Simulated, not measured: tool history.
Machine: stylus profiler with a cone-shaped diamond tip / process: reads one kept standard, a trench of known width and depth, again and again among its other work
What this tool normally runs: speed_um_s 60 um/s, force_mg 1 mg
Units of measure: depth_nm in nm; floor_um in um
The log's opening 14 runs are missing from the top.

Run 15, hour 1105.4: usual settings but speed_um_s 19 um/s. Result: depth_nm 505.13 nm, floor_um 46.5 um.
Run 16, hour 1196: usual settings but speed_um_s 19 um/s. Result: depth_nm 505.42 nm, floor_um 46.48 um.
Run 17, hour 1268.3: usual settings but speed_um_s 19 um/s. Result: depth_nm 506.05 nm, floor_um 46.41 um.
Run 18, hour 1371.8: usual settings but speed_um_s 19 um/s. Result: depth_nm 505.45 nm, floor_um 46.38 um.
Run 19, hour 1427.8: usual settings but speed_um_s 19 um/s. Result: depth_nm 505.66 nm, floor_um 46.36 um.
Run 20, hour 1523.5: usual settings but speed_um_s 19 um/s. Result: depth_nm 505.73 nm, floor_um 46.34 um.
Run 21, hour 1633.8: usual settings but speed_um_s 34 um/s, force_mg 0.63 mg. Result: depth_nm 504.78 nm, floor_um 46.17 um.
Run 22, hour 1689.1: usual settings but speed_um_s 152 um/s, force_mg 0.75 mg. Result: depth_nm 505.21 nm, floor_um 45.28 um.
Run 23, hour 1771.8: usual settings but speed_um_s 17 um/s, force_mg 2.51 mg. Result: depth_nm 509.4 nm, floor_um 46.31 um.
Run 24, hour 1840.3: usual settings but speed_um_s 17 um/s, force_mg 2.51 mg. Result: depth_nm 509.86 nm, floor_um 46.33 um.
Run 25, hour 1918.7: usual settings but speed_um_s 17 um/s, force_mg 2.51 mg. Result: depth_nm 509.77 nm, floor_um 46.3 um.
Run 26, hour 2002.4: usual settings but force_mg 0.6 mg. Result: depth_nm 504.95 nm, floor_um 45.87 um.
Run 27, hour 2108.8: usual settings but force_mg 0.6 mg. Result: depth_nm 505.18 nm, floor_um 45.85 um.
Run 28, hour 2163.5: usual settings but force_mg 0.6 mg. Result: depth_nm 505.28 nm, floor_um 45.83 um.
Run 29, hour 2261.6: usual settings but force_mg 0.59 mg. Result: depth_nm 505.11 nm, floor_um 45.77 um.
Run 30, hour 2362.9: usual settings but force_mg 0.59 mg. Result: depth_nm 505.06 nm, floor_um 45.76 um.
Run 31, hour 2469.3: usual settings but speed_um_s 110 um/s, force_mg 0.45 mg. Result: depth_nm 504.47 nm, floor_um 45.26 um.
Run 32, hour 2549.2: usual settings but speed_um_s 29 um/s, force_mg 1.53 mg. Result: depth_nm 507.91 nm, floor_um 46.15 um.
Run 33, hour 2620.1: usual settings but speed_um_s 29 um/s, force_mg 1.53 mg. Result: depth_nm 508.1 nm, floor_um 46.09 um.
Run 34, hour 2699.5: usual settings but speed_um_s 29 um/s, force_mg 1.53 mg. Result: depth_nm 508.15 nm, floor_um 46.03 um.
At hour 2765.7: height scale calibrated on a step standard.
Run 35, hour 2789: usual settings but speed_um_s 94 um/s, force_mg 0.55 mg. Result: depth_nm 503.05 nm, floor_um 45.36 um.
Run 36, hour 2838.5: usual settings but speed_um_s 21 um/s, force_mg 2.62 mg. Result: depth_nm 508.36 nm, floor_um 46.03 um.
Run 37, hour 2884.2: usual settings but speed_um_s 85 um/s. Result: depth_nm 504.85 nm, floor_um 45.6 um.
Run 38, hour 2940: usual settings but speed_um_s 140 um/s, force_mg 0.93 mg. Result: depth_nm 504.41 nm, floor_um 45.21 um.
Run 39, hour 2989.7: usual settings but speed_um_s 205 um/s, force_mg 0.72 mg. Result: depth_nm 503.96 nm, floor_um 44.6 um.

Here are 5 independent what-if runs from the current tool condition. What would each one return?
Run A, hour 3047.2: usual settings but force_mg 2.05 mg. Result: depth_nm ?, floor_um ?.
Run B, hour 3047.2: usual settings but speed_um_s 15 um/s, force_mg 1.27 mg. Result: depth_nm ?, floor_um ?.
Run C, hour 3047.2: usual settings but speed_um_s 39 um/s, force_mg 0.52 mg. Result: depth_nm ?, floor_um ?.
Run D, hour 3047.2: usual settings but speed_um_s 29 um/s, force_mg 0.67 mg. Result: depth_nm ?, floor_um ?.
Run E, hour 3047.2: usual settings but force_mg 2.53 mg. Result: depth_nm ?, floor_um ?.

run  depth_nm  floor_um
  A    507.45     45.85
  B    505.57     45.97
  C    503.11      45.7
  D     503.6     45.85
  E    508.31     45.86
Stripped of hidden state, with their random variation kept, the same runs would have yielded:
run  depth_nm  floor_um
  A    507.01     46.76
  B    505.13     46.88
  C    502.67     46.61
  D    503.16     46.75
  E    507.87     46.77
